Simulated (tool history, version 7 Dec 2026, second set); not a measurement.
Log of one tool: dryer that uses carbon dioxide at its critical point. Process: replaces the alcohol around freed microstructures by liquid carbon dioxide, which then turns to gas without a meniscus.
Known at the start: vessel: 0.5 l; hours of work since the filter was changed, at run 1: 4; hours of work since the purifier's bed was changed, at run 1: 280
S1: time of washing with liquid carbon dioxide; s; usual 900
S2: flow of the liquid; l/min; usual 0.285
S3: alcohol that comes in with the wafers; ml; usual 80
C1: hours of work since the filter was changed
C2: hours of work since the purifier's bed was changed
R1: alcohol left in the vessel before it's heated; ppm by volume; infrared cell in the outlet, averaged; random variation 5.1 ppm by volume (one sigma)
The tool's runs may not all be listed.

run	hour	S1	S2	S3	C1	C2	R1
1	0	900	0.285	80	4	280	88
2	19.5	900	0.285	80	18	294	84
3	39	900	0.285	80	31	307	108
4	52.6	900	0.285	80	40	316	114
5	71	900	0.285	80	53	329	112
6	88.4	900	0.285	80	65	341	121
7	109.1	900	0.285	80	79	355	128
8	129.9	900	0.285	80	93	369	124
9	147.4	900	0.285	80	105	381	141
10	166.8	900	0.285	80	118	394	146
11	185.2	900	0.285	24	131	407	83
12	204.7	900	0.285	24	144	420	88
13	223.7	1440	0.285	80	157	433	68
14	239.2	1440	0.285	80	168	444	74
15	250.4	900	0.285	94	175	451	180
16	263.6	900	0.285	94	184	460	195
17	276.2	900	0.285	80	193	469	180
18	288.3	900	0.285	80	201	477	191
19	303.7	900	0.285	113	212	488	255
20	319.8	900	0.285	113	223	499	268
21	341.4	720	0.343	104	237	513	299
22	353.4	900	0.285	51	246	522	171
23	367.4	900	0.22	32	255	531	394
24	384.6	900	0.472	32	267	543	85
25	401.3	1320	0.411	26	278	554	83
# hour 412.4: inlet filter changed
26	425.7	1320	0.411	26	9	570	84
27	436.5	1320	0.411	26	16	578	81

Forecast run 28:
28	449	1080	0.424	27	25	586	?

Run 28 gave R1 100 ppm by volume.
Without the tool's hidden state the same run would have given R1 16 ppm by volume.

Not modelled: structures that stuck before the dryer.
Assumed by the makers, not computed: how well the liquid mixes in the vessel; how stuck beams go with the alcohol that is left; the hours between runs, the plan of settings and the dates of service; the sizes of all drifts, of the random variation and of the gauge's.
